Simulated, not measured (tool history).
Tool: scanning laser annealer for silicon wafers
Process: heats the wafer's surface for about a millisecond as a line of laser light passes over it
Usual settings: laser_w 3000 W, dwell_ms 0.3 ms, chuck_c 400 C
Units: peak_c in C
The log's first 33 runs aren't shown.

run,hour,laser_w,dwell_ms,chuck_c,peak_c
34,571.8,3000,0.278,400,1162
35,581.8,3000,0.3,373,1169
36,601.3,3000,0.3,373,1169
37,613.7,2742,0.35,431,1230
38,626.3,2658,0.277,400,1077
39,637.9,2658,0.277,400,1081
40,656,3065,0.267,395,1153
41,674.5,2587,0.334,386,1121

Forecast each of these 3 alternatives for the next run:
A,685.3,3049,0.359,363,?
B,685.3,3186,0.22,430,?
C,685.3,2587,0.298,414,?

run,peak_c
A,1257
B,1131
C,1101
Without the tool's hidden state the same runs would have given:
run,peak_c
A,1285
B,1153
C,1123
